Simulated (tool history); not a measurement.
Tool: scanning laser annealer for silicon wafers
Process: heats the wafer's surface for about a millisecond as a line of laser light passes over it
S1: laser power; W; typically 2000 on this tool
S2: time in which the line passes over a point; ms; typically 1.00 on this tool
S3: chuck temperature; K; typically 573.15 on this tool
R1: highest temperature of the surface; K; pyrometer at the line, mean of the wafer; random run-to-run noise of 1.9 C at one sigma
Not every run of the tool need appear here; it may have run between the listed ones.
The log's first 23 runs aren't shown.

run,day,S1,S2,S3,R1
24,20.983,2041,1.09,610.15,1456.15
25,21.988,2000,0.95,573.15,1349.15
26,22.812,2147,1.20,560.15,1500.15
27,23.383,2000,1.14,597.15,1439.15
28,24.296,2000,0.75,604.15,1298.15
29,25.167,2000,1.19,611.15,1467.15
30,26.067,1954,1.10,573.15,1375.15
31,26.717,1819,1.15,564.15,1313.15
32,27.638,2142,0.85,595.15,1385.15
33,28.246,2142,1.14,595.15,1508.15
34,28.817,2192,1.00,553.15,1434.15
35,29.579,2000,0.71,594.15,1268.15
36,30.267,2113,1.04,574.15,1433.15
37,30.962,2113,1.04,574.15,1429.15
38,31.733,2000,1.15,573.15,1410.15
39,32.312,2137,0.84,573.15,1362.15

5 ways to go on from here, each from the tool as it stands after run 39. What would each give?
A,33.133,1840,0.72,573.15,?
B,33.133,1790,1.06,562.15,?
C,33.133,1896,1.00,573.15,?
D,33.133,2000,0.91,573.15,?
E,33.133,1744,0.84,573.15,?

run,R1
A,1182.15
B,1265.15
C,1308.15
D,1324.15
E,1183.15
Without the tool's hidden state the same runs would have given:
run,R1
A,1208.15
B,1295.15
C,1340.15
D,1356.15
E,1209.15
